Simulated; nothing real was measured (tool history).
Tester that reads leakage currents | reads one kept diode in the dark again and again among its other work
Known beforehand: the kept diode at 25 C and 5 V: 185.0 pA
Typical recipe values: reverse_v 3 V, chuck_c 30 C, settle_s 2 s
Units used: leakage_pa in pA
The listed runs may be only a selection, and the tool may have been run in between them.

| run | hour | reverse_v | chuck_c | settle_s | leakage_pa |
|---|---|---|---|---|---|
| 1 | 0 | 3 | 30 | 2 | 247.63 |
| 2 | 35.5 | 3 | 27 | 2 | 199.73 |
| 3 | 73 | 3 | 27 | 2 | 200.67 |
| 4 | 112.1 | 3 | 27 | 2 | 199.65 |
| 5 | 154.8 | 3.38 | 30 | 2 | 259.41 |
| 6 | 201.7 | 3.38 | 30 | 2 | 259.35 |
| 7 | 234 | 3 | 30 | 0.36 | 251.51 |
| 8 | 275.8 | 3 | 30 | 0.36 | 252.34 |
| 9 | 328.1 | 3 | 30 | 0.36 | 251.24 |
| 10 | 371.4 | 3 | 30 | 0.36 | 250.98 |
| 11 | 397 | 3 | 30 | 0.36 | 251.4 |
| 12 | 441 | 3 | 30 | 2 | 252.02 |
| 13 | 484.7 | 3 | 30 | 0.43 | 253.4 |
| 14 | 526.4 | 3 | 30 | 0.43 | 253.17 |
| 15 | 568.7 | 3 | 30 | 0.43 | 253.5 |
| 16 | 610.8 | 3 | 30 | 0.43 | 254.18 |
| 17 | 637.9 | 3 | 30 | 2.2 | 253.03 |
| 18 | 686.8 | 3 | 30 | 9.27 | 252.37 |
| 19 | 727.3 | 3 | 30 | 9.27 | 252.81 |
| 20 | 780.5 | 3 | 30 | 2 | 253.3 |
| 21 | 819.8 | 3 | 34 | 4.44 | 334.01 |

Estimate the outcome of run 22 from the log above:
| 22 | 865.6 | 3 | 34 | 4.44 | ? |

leakage_pa: 333.52 pA
Take away the tool's hidden state, keep the run-to-run variation as it was, and the same run would have given leakage_pa 291.9 pA.

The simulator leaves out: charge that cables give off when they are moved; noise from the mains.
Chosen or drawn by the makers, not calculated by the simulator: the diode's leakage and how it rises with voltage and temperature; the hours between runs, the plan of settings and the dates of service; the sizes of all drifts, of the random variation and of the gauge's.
